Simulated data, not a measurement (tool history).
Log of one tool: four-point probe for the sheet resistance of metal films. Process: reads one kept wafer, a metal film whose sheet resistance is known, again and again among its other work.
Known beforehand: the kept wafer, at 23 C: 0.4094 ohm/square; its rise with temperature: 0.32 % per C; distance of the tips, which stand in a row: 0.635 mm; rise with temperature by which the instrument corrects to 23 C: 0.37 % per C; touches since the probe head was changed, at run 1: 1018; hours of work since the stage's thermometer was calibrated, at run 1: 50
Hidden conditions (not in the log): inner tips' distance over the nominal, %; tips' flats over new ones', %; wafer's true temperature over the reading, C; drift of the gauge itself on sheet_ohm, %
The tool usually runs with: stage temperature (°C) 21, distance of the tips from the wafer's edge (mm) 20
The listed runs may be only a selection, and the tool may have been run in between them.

run	hour	stage temperature (°C)	distance of the tips from the wafer's edge (mm)	touches since the probe head was changed	hours of work since the stage's thermometer was calibrated	sheet resistance as the instrument gives it (ohm/square)
1	0.0	21	20	1018	50	0.411940
2	49.1	21	44	1595	78	0.411907
3	152.5	21	44	2812	138	0.411570
4	203.0	21	44	3406	167	0.411588
5	297.8	21	44	4521	222	0.411521
6	359.7	21	44	5248	258	0.411384
7	442.4	21	44	6221	306	0.411431
8	512.3	21	20	7044	346	0.411573
9	578.2	28	20	7819	384	0.410216
10	681.1	28	20	9030	444	0.410069
11	755.5	21	20	9905	487	0.411589
12	827.6	24	5	10754	529	0.414355
13	930.8	22	3	11967	588	0.420739
14	1027.5	22	3	13105	644	0.420754
15	1081.1	24	5	13736	675	0.414173
16	1156.0	30	28	14616	719	0.409409
17	1246.9	29	51	15685	771	0.409298

Forecast run 18:
18	1317.6	21	15	16518	812	?

sheet resistance as the instrument gives it (ohm/square): 0.411378
If the tool had no hidden condition, the same run with the same run-to-run variation would have returned sheet resistance as the instrument gives it (ohm/square) 0.410121.

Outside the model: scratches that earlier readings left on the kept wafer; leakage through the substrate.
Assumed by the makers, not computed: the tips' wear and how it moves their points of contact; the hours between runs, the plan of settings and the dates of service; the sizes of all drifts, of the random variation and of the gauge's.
